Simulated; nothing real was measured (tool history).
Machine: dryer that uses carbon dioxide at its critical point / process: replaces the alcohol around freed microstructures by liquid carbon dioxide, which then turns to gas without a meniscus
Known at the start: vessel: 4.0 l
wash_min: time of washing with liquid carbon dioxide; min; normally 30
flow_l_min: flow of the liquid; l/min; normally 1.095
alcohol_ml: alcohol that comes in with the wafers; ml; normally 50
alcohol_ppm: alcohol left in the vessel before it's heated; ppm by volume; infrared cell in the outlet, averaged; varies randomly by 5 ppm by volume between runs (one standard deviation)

run	day	wash_min	flow_l_min	alcohol_ml	alcohol_ppm
1	0.000	30	1.095	50	18
2	0.317	35	1.095	50	10
3	0.492	35	1.095	50	7
4	0.762	30	1.095	50	13
5	0.988	30	1.095	52	12
6	1.388	30	1.095	52	19
7	1.729	30	1.095	52	17
8	2.117	30	1.095	52	14
9	2.479	30	1.095	37	20
10	2.771	30	1.095	37	19
11	2.992	30	1.095	37	12
12	3.275	30	1.095	37	25
13	3.671	30	1.095	37	20
14	3.842	30	1.095	37	17
15	4.033	30	0.860	50	56
16	4.342	30	1.095	50	19
17	4.708	30	1.095	50	23
18	5.042	30	1.095	50	31
19	5.333	30	1.095	50	29
20	5.725	35	1.120	24	9
21	6.025	30	0.860	50	63
22	6.296	40	0.890	58	30

Forecast run 23:
23	6.504	40	0.890	58	?

alcohol_ppm: 28 ppm by volume
Minus the tool's unlogged condition, the same run would have read alcohol_ppm 12 ppm by volume.
